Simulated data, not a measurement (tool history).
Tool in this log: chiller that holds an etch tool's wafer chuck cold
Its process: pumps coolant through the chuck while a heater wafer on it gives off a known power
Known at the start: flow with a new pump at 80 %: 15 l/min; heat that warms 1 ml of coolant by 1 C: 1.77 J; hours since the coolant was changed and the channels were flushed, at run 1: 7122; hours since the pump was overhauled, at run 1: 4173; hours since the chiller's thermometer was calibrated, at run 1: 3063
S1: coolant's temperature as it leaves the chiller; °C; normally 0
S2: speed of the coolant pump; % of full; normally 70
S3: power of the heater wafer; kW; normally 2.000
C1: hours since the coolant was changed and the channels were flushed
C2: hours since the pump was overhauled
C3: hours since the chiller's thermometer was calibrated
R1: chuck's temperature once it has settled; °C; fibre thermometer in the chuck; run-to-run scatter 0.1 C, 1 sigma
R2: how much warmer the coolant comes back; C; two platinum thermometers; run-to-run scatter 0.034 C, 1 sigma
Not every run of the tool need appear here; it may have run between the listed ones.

Run 1, day 0.000: usual settings; C1 7122; C2 4173; C3 3063. Result: R1 17.7 °C, R2 5.67 C.
Run 2, day 2.500: usual settings but S2 87 % of full; C1 7182; C2 4233; C3 3123. Result: R1 15.6 °C, R2 4.47 C.
Run 3, day 6.358: usual settings but S3 1.479 kW; C1 7274; C2 4325; C3 3215. Result: R1 13.1 °C, R2 4.19 C.
Run 4, day 8.688: usual settings but S2 99 % of full; C1 7330; C2 4381; C3 3271. Result: R1 14.7 °C, R2 3.85 C.
Run 5, day 10.975: usual settings but S1 4 °C; C1 7385; C2 4436; C3 3326. Result: R1 22.0 °C, R2 5.67 C.
Run 6, day 13.621: usual settings but S1 4 °C; C1 7449; C2 4500; C3 3390. Result: R1 22.1 °C, R2 5.64 C.
Run 7, day 15.662: usual settings but S1 4 °C, S2 87 % of full, S3 1.480 kW; C1 7498; C2 4549; C3 3439. Result: R1 15.8 °C, R2 3.29 C.
Run 8, day 18.717: usual settings but S1 4 °C, S2 87 % of full, S3 1.480 kW; C1 7571; C2 4622; C3 3512. Result: R1 15.9 °C, R2 3.29 C.
Run 9, day 21.442: usual settings but S1 4 °C, S2 87 % of full, S3 1.480 kW; C1 7636; C2 4687; C3 3577. Result: R1 16.0 °C, R2 3.30 C.
Run 10, day 26.300: usual settings but S2 90 % of full, S3 1.847 kW; C1 7753; C2 4804; C3 3694. Result: R1 14.4 °C, R2 3.95 C.

Each row is a separate what-if for the run after 10, all from the same tool condition, not one after another. Results?
Run A, day 28.588: usual settings but S1 8 °C, S2 60 % of full, S3 2.708 kW; C1 7808; C2 4859; C3 3749. Result: R1 ?, R2 ?.
Run B, day 28.588: usual settings but S1 -4 °C, S2 84 % of full, S3 2.508 kW; C1 7808; C2 4859; C3 3749. Result: R1 ?, R2 ?.
Run C, day 28.588: usual settings but S2 64 % of full, S3 2.970 kW; C1 7808; C2 4859; C3 3749. Result: R1 ?, R2 ?.
Run D, day 28.588: usual settings but S1 4 °C, S2 69 % of full, S3 1.582 kW; C1 7808; C2 4859; C3 3749. Result: R1 ?, R2 ?.

run    R1    R2
  A  34.9  9.13
  B  16.4  5.85
  C  28.4  9.39
  D  18.7  4.54
What these runs would have given with no unlogged condition in the tool:
run    R1    R2
  A  29.3  8.37
  B  12.0  5.37
  C  22.5  8.61
  D  15.6  4.15
